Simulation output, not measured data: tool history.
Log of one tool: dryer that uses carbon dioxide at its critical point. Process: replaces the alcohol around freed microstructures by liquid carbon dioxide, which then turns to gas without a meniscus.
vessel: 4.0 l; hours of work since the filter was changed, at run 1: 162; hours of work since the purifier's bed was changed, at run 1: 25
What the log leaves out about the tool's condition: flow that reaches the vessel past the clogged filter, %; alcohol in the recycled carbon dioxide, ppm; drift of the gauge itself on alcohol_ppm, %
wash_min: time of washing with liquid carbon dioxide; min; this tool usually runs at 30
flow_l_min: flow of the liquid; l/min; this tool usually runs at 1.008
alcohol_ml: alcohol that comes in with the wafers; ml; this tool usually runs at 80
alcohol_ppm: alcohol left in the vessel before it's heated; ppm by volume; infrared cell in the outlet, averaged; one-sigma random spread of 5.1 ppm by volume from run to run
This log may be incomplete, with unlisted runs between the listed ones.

| run | hour | wash_min | flow_l_min | alcohol_ml | hours of work since the filter was changed | hours of work since the purifier's bed was changed | alcohol_ppm |
|---|---|---|---|---|---|---|---|
| 1 | 0 | 30 | 1.008 | 80 | 162 | 25 | 118 |
| 2 | 18.5 | 30 | 1.008 | 80 | 170 | 32 | 132 |
| 3 | 31.2 | 30 | 1.008 | 80 | 175 | 38 | 134 |
| 4 | 42.9 | 30 | 1.008 | 80 | 179 | 42 | 128 |
|  | 51.8 | inlet filter changed |
| 5 | 64.9 | 30 | 1.008 | 27 | 5 | 51 | 31 |
| 6 | 74.8 | 30 | 1.28 | 27 | 9 | 55 | 23 |
| 7 | 96.5 | 30 | 1.008 | 80 | 18 | 63 | 73 |
| 8 | 105.8 | 30 | 1.008 | 27 | 22 | 67 | 45 |
| 9 | 118.2 | 30 | 1.008 | 80 | 27 | 72 | 90 |
| 10 | 134.8 | 30 | 1.008 | 80 | 33 | 79 | 83 |
| 11 | 146.5 | 30 | 1.008 | 80 | 38 | 83 | 77 |
| 12 | 165.8 | 30 | 1.008 | 80 | 46 | 91 | 91 |
| 13 | 178.2 | 30 | 1.008 | 80 | 51 | 96 | 83 |

What will run 14 give?
| 14 | 191.6 | 30 | 1.51 | 75 | 56 | 102 | ? |

Run 14 produced alcohol_ppm 43 ppm by volume.
On a tool with no hidden condition, and with the same random variation, this run would have come out at alcohol_ppm 20 ppm by volume.
